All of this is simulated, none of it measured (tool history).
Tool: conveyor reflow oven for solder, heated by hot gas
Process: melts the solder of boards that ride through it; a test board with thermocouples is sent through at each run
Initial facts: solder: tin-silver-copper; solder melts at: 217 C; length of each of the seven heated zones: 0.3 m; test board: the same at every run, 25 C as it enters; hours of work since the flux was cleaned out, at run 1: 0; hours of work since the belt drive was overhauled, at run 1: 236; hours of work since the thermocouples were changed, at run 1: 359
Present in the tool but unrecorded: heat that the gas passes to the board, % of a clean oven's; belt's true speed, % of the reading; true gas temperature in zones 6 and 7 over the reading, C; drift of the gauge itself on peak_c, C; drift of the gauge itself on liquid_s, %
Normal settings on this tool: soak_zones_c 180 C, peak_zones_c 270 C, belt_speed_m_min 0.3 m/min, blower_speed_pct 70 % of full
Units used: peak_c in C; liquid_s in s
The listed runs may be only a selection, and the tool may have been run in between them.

run,hour,soak_zones_c,peak_zones_c,belt_speed_m_min,blower_speed_pct,hours of work since the flux was cleaned out,hours of work since the belt drive was overhauled,hours of work since the thermocouples were changed,peak_c,liquid_s
1,0,180,270,0.3,70,0,236,359,258.6,100.8
2,15.1,168,270,0.3,70,8,244,367,256.5,93
3,30.2,168,270,0.3,70,16,251,375,257,92.9
4,38.1,168,270,0.355,70,20,256,380,251.4,71.8
5,48.4,180,270,0.3,70,26,261,385,258.8,100.7
6,66.1,180,270,0.253,70,35,270,394,262.3,124.4
7,77.6,180,270,0.253,70,41,277,400,262.3,124.7
8,87.8,180,270,0.253,70,46,282,406,262.3,124.8
9,96.6,180,270,0.3,70,51,287,411,258.5,100.7
10,107.6,180,270,0.3,72,57,292,416,258.7,101.4
11,115.9,180,270,0.3,72,61,297,421,258.4,101
12,127,180,270,0.3,72,67,303,427,258.8,100.8
13,140.5,180,270,0.3,72,74,310,434,258.7,100.9
14,152.9,180,270,0.3,72,81,316,440,258.4,101
15,166.9,180,270,0.3,70,88,324,448,258.6,100.7
16,181.1,180,270,0.326,53,96,331,455,253.7,86.3
17,196.6,180,270,0.326,53,104,339,463,253.6,86.6
18,211.8,180,270,0.326,53,112,347,471,253.4,86.5
19,220.9,173,270,0.3,56,117,352,476,255.4,93.1
20,236.3,180,270,0.265,71,125,360,484,261.5,117.9
21,248.8,180,270,0.265,71,131,367,491,261.3,117.7
22,256.7,180,270,0.328,55,136,371,495,253.6,86.1
23,268.8,180,270,0.328,55,142,377,501,253.7,86.2
24,286.7,180,270,0.328,55,151,387,511,253.7,86.1
25,302.4,184,258,0.35,89,160,395,519,246.5,77.7
# hour 311.9: thermocouples of zones 6 and 7 changed
26,320.8,184,258,0.35,89,168,404,5,246.8,77.7
27,332.7,191,268,0.35,72,175,410,11,254.7,88.5
28,352.2,191,268,0.35,72,185,420,21,254.7,88.4
29,363.8,180,270,0.35,70,191,427,27,254.1,81.4
30,375.8,168,270,0.254,82,197,433,34,262.1,118.1

Alternative continuations, all from the tool just after run 30; predict every row:
A,386.4,189,270,0.254,82,203,439,39,?,?
B,386.4,188,280,0.35,70,203,439,39,?,?
C,386.4,189,270,0.3,63,203,439,39,?,?

run,peak_c,liquid_s
A,264,131.5
B,264.2,93.3
C,258.7,106.4
Without the tool's unlogged condition, the same runs would have read:
run,peak_c,liquid_s
A,264,131.5
B,264.2,93.3
C,258.7,106.4
